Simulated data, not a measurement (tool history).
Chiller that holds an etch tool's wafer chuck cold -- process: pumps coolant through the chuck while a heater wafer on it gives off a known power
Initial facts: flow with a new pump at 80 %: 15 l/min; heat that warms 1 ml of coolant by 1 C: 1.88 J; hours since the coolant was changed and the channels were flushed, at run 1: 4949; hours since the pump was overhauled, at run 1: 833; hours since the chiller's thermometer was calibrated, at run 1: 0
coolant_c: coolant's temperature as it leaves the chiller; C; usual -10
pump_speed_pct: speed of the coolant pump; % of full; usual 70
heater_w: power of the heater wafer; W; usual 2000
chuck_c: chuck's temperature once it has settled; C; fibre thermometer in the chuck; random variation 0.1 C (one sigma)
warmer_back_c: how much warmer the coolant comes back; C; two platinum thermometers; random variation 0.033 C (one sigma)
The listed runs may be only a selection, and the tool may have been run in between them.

run    hour  coolant_c  pump_speed_pct  heater_w  hours since the coolant was changed and the channels were flushed  hours since the pump was overhauled  hours since the chiller's thermometer was calibrated  chuck_c  warmer_back_c
  1     0.0        -10              70      2000                                                               4949                                  833                                                     0     16.8           4.95
  2    40.1         -3              70      2000                                                               4990                                  873                                                    40     23.8           5.01
  3    99.9         -3              70      2000                                                               5049                                  933                                                   100     23.9           5.01
  4   147.3         -3              70      1983                                                               5097                                  980                                                   147     23.6           4.96
  5   233.7         -3              70      1983                                                               5183                                 1067                                                   234     23.9           4.97
  6   287.3         -3              70      1983                                                               5237                                 1121                                                   287     23.8           4.96
  7   352.8         -3              70      1983                                                               5302                                 1186                                                   353     23.8           4.96
  8   425.6        -10              70      1574                                                               5375                                 1259                                                   426     11.3           3.88
  9   471.7        -10              70      1574                                                               5421                                 1305                                                   472     11.4           3.93
 10   516.4        -10              70      1726                                                               5466                                 1350                                                   516     13.6           4.35
 11   574.1        -10              70      1726                                                               5524                                 1407                                                   574     13.5           4.25
 12   645.0        -19              70      2000                                                               5594                                 1478                                                   645      8.3           5.03
 13   713.4        -19              70      2000                                                               5663                                 1547                                                   713      8.4           5.04
      723.2  -- coolant pump overhauled
 14   808.7        -19              70      2000                                                               5753                                   86                                                   804      8.8           5.07
 15   892.8        -19              70      2000                                                               5837                                  170                                                   888      8.8           5.08
 16   971.2        -10              70      2000                                                               5916                                  248                                                   966     18.0           5.06
 17  1053.8        -10              61      2000                                                               5998                                  331                                                  1049     20.0           5.90
 18  1110.7        -17              64      2000                                                               6055                                  387                                                  1106     12.3           5.60
     1188.0  -- coolant pump overhauled, once more
 19  1193.3        -17              64      2000                                                               6133                                    5                                                  1183     12.2           5.54
 20  1236.9        -17              64      2000                                                               6176                                   49                                                  1227     12.2           5.46
 21  1303.9        -19              70      2108                                                               6243                                  116                                                  1294     10.8           5.23
 22  1399.1        -10              68      2281                                                               6339                                  211                                                  1389     22.7           5.87
 23  1476.1        -10              68      2281                                                               6416                                  288                                                  1466     22.7           5.86
 24  1567.3        -10              68      2281                                                               6507                                  379                                                  1557     22.8           5.92
 25  1613.2        -10              68      2281                                                               6553                                  425                                                  1603     22.9           5.90
 26  1687.0         -2              68      2281                                                               6626                                  499                                                  1677     31.1           5.95
 27  1732.4         -2              68      2281                                                               6672                                  544                                                  1722     31.1           5.92
 28  1774.6        -10              90      2119                                                               6714                                  587                                                  1765     16.6           4.03
 29  1842.1         -5              85      1222                                                               6782                                  654                                                  1832     10.7           2.46
 30  1907.2         -5              85      1222                                                               6847                                  719                                                  1897     10.9           2.53
     1927.7  -- coolant changed, channels flushed
 31  1975.7         -5              85      1222                                                                 48                                  782                                                  1960      7.2           2.46

Each row is a separate what-if for the run after 31, all from the same tool condition, not one after another. Results?
  A  2049.2         -3              85      1168                                                                121                                  855                                                  2033        ?              ?
  B  2049.2         -3              73      1802                                                                121                                  855                                                  2033        ?              ?
  C  2049.2        -10              70      2168                                                                121                                  855                                                  2033        ?              ?
  D  2049.2        -14              94      2188                                                                121                                  855                                                  2033        ?              ?

run  chuck_c  warmer_back_c
  A      8.7           2.43
  B     16.4           4.39
  C     14.2           5.43
  D      7.0           3.98
Without the tool's unlogged condition, the same runs would have read:
run  chuck_c  warmer_back_c
  A      8.8           2.38
  B     16.4           4.30
  C     14.1           5.32
  D      6.9           3.89

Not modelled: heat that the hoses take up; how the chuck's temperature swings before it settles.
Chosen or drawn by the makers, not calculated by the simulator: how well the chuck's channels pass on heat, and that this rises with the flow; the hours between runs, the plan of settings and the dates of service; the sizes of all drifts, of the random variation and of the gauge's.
